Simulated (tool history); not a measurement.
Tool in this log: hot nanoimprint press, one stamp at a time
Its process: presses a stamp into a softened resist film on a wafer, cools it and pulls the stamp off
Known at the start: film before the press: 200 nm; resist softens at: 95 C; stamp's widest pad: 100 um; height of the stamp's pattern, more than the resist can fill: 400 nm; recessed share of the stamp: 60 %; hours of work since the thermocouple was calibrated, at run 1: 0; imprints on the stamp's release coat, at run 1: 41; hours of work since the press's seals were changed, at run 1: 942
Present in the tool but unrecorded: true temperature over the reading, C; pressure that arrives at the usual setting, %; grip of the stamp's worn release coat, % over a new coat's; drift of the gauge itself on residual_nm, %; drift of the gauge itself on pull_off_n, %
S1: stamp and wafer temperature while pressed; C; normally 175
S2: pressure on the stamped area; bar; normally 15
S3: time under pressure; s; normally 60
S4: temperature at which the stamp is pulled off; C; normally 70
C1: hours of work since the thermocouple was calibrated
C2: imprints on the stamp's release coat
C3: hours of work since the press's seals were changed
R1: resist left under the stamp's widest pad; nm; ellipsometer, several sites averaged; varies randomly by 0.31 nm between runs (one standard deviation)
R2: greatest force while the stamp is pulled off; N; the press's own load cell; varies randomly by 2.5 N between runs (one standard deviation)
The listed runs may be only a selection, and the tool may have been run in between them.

run	hour	S1	S2	S3	S4	C1	C2	C3	R1	R2
1	0	175	15	60	70	0	41	942	77.7	116
2	29.6	174	15	60	70	23	175	966	81.4	120
3	53	175	17.5	60	70	42	281	984	73.7	122
4	74.1	175	17.5	60	70	59	377	1001	73.2	126
5	98.1	175	17.5	60	70	78	485	1020	74	127
6	120.2	175	15	60	70	95	585	1038	78.1	131
7	143.1	175	15	34	70	113	689	1056	97.7	132
8	173.8	174	15	60	70	138	828	1080	80.4	135
# hour 193.7: stamp cleaned and given a new release coat
9	196.3	175	15	60	70	151	11	1093	77.6	114
10	212.8	175	15	60	70	164	86	1106	78.2	116
11	234.8	175	15	60	70	181	186	1124	77.7	119
# hour 266: press's hydraulic seals changed and the load cell set to zero
12	268.1	175	15	60	70	202	301	2	76.2	122
13	287.1	175	22.1	60	70	217	386	17	63.8	125
14	312.1	175	11.6	60	70	236	500	37	84.7	127
15	339.9	175	11.6	60	70	258	626	59	84.1	129
16	370	175	15	60	70	282	762	82	75.6	135
17	384.3	175	14.3	60	70	294	827	94	77.2	137
# hour 404.1: stamp cleaned and given a new release coat
18	416	175	14.3	60	70	314	54	114	78.1	116
19	445.4	175	15	60	68	337	187	137	75.4	122
20	470.1	173	15	60	70	357	299	157	79.1	122
21	495.9	165	22.7	32	68	377	416	178	107.1	131
# hour 501.3: plate thermocouple calibrated
22	520.2	170	19.3	60	70	15	512	194	76.3	126
23	538.1	175	10.7	39	71	29	593	209	101.2	121
24	566.3	175	10.8	49	71	52	721	231	92.1	126
25	585.9	177	11.4	117	60	67	810	247	59.2	161
# hour 609.1: stamp cleaned and given a new release coat
26	619.7	177	11.4	117	60	89	48	269	59.6	137

The next listed run, before its measurement:
27	644.4	186	16.2	76	70	109	160	288	?	?

R1: 48.4 nm
R2: 117 N
Were there no unlogged condition in the tool, this run, its random variation unchanged, would have produced R1 49.8 nm, R2 117 N.
